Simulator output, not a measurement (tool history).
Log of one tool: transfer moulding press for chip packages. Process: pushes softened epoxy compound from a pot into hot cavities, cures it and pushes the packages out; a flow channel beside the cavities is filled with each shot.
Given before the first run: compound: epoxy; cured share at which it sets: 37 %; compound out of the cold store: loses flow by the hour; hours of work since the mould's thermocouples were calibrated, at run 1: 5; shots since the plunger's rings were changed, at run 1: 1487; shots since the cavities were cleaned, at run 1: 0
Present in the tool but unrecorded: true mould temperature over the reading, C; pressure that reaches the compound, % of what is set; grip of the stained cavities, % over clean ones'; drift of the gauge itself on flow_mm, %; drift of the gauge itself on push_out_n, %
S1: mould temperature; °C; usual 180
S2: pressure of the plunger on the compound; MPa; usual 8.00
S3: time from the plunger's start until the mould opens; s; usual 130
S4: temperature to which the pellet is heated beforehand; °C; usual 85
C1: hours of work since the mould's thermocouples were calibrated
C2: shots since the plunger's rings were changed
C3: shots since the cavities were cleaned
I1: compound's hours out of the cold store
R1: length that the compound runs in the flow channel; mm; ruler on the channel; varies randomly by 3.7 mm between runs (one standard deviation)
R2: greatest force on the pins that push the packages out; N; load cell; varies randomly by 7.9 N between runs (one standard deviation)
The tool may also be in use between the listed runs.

run,hour,S1,S2,S3,S4,C1,C2,C3,I1,R1,R2
1,0.0,180,8.00,130,85,5,1487,0,30.6,667,343
2,10.3,180,8.00,130,85,11,1568,81,20.9,694,423
3,26.9,180,9.63,130,85,19,1697,210,25.8,745,519
4,42.7,180,8.00,130,85,27,1821,334,23.3,690,601
5,51.6,180,8.00,130,85,32,1890,403,18.4,702,608
6,59.5,174,8.00,130,85,36,1952,465,10.0,755,861
7,75.6,174,7.18,130,85,45,2078,591,18.2,690,915
8,88.3,174,7.18,130,85,51,2177,690,21.7,680,878
9,96.9,174,7.18,130,85,56,2244,757,18.5,693,916
10,107.9,174,7.18,130,85,61,2330,843,29.2,656,884
# hour 120.9: cavities cleaned with cleaning compound and waxed
11,126.2,174,7.18,130,85,70,2461,41,15.5,697,1043
12,139.8,180,8.00,130,85,77,2567,147,27.9,671,789
13,156.4,181,8.00,130,85,86,2697,277,26.8,666,758
14,164.5,181,8.00,130,85,90,2760,340,47.8,600,781
15,172.2,180,6.71,130,85,94,2820,400,30.9,599,787
16,187.9,180,6.89,143,91,102,2943,523,38.2,583,760
# hour 197.6: plunger's sealing rings changed
17,197.6,180,6.89,143,91,106,0,579,24.8,650,752
# hour 206.4: cavities cleaned with cleaning compound and waxed, once more
18,212.6,180,6.89,116,93,113,106,48,38.2,609,409

Forecast run 19:
19,223.1,180,6.89,117,94,118,188,130,18.8,?,?

Logged for run 19: R1 664 mm, R2 501 N.
With no hidden state in the tool, this same run would have given R1 664 mm, R2 363 N.
